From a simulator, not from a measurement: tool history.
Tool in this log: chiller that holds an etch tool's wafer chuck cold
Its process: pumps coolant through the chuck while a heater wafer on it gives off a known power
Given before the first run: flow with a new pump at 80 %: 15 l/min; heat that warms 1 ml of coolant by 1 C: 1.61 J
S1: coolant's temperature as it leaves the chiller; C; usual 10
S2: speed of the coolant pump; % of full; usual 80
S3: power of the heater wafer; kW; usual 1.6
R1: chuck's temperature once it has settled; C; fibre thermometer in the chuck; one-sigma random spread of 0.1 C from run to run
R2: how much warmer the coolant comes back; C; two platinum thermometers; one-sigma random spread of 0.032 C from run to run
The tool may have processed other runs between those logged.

Run 1, day 0: usual settings. Result: R1 24.4 C, R2 3.97 C.
Run 2, day 2.771: usual settings. Result: R1 24.3 C, R2 3.98 C.
Run 3, day 5.242: usual settings. Result: R1 24.5 C, R2 3.97 C.
Run 4, day 7.562: usual settings. Result: R1 24.4 C, R2 3.88 C.
Run 5, day 10.467: usual settings. Result: R1 24.5 C, R2 3.85 C.
Run 6, day 12.946: usual settings. Result: R1 24.4 C, R2 3.94 C.
Run 7, day 15.312: usual settings. Result: R1 24.5 C, R2 3.86 C.
Run 8, day 18.446: usual settings but S3 2.107 kW. Result: R1 29.1 C, R2 5.12 C.
Run 9, day 20.812: usual settings but S3 2.107 kW. Result: R1 29.2 C, R2 5.09 C.
Run 10, day 22.304: usual settings but S3 2.107 kW. Result: R1 28.9 C, R2 5.13 C.
Run 11, day 23.9: usual settings but S3 1.179 kW. Result: R1 20.7 C, R2 2.77 C.
Run 12, day 26.129: usual settings but S3 1.179 kW. Result: R1 20.7 C, R2 2.73 C.
Run 13, day 27.792: usual settings but S3 1.179 kW. Result: R1 20.8 C, R2 2.74 C.
Run 14, day 30.625: usual settings but S2 100 % of full, S3 1.876 kW. Result: R1 23.8 C, R2 3.44 C.
Run 15, day 33.438: usual settings but S3 1.104 kW. Result: R1 20.1 C, R2 2.49 C.
Run 16, day 35.004: usual settings but S3 1.104 kW. Result: R1 20.3 C, R2 2.53 C.
Run 17, day 36.808: usual settings but S1 9 C, S2 61 % of full, S3 2.135 kW. Result: R1 33.8 C, R2 6.88 C.
Run 18, day 38.696: usual settings but S1 2 C, S2 68 % of full, S3 1.507 kW. Result: R1 17.9 C, R2 4.28 C.
Run 19, day 40.288: usual settings but S1 2 C, S2 68 % of full, S3 1.507 kW. Result: R1 18 C, R2 4.25 C.
Run 20, day 41.738: usual settings but S1 14 C, S2 91 % of full, S3 2.267 kW. Result: R1 32.2 C, R2 4.62 C.
Run 21, day 43.783: usual settings but S2 70 % of full. Result: R1 26.5 C, R2 4.38 C.
Run 22, day 46.712: usual settings but S2 70 % of full, S3 2.044 kW. Result: R1 30.9 C, R2 5.56 C.

Branching from run 22: 4 alternative next runs. What would each branch give?
Run A, day 48.75: usual settings but S1 7 C, S3 1.22 kW. Result: R1 ?, R2 ?.
Run B, day 48.75: usual settings but S2 94 % of full, S3 1.703 kW. Result: R1 ?, R2 ?.
Run C, day 48.75: usual settings but S1 12 C, S2 97 % of full, S3 1.181 kW. Result: R1 ?, R2 ?.
Run D, day 48.75: usual settings but S1 6 C, S2 67 % of full, S3 1.631 kW. Result: R1 ?, R2 ?.

run    R1    R2
  A    18  2.73
  B  23.3  3.23
  C    21  2.02
  D  23.4  4.63
Had the tool no hidden state, the same runs would have come out as:
run    R1    R2
  A    18  3.06
  B  23.3  3.55
  C    21  2.35
  D  23.4  4.96
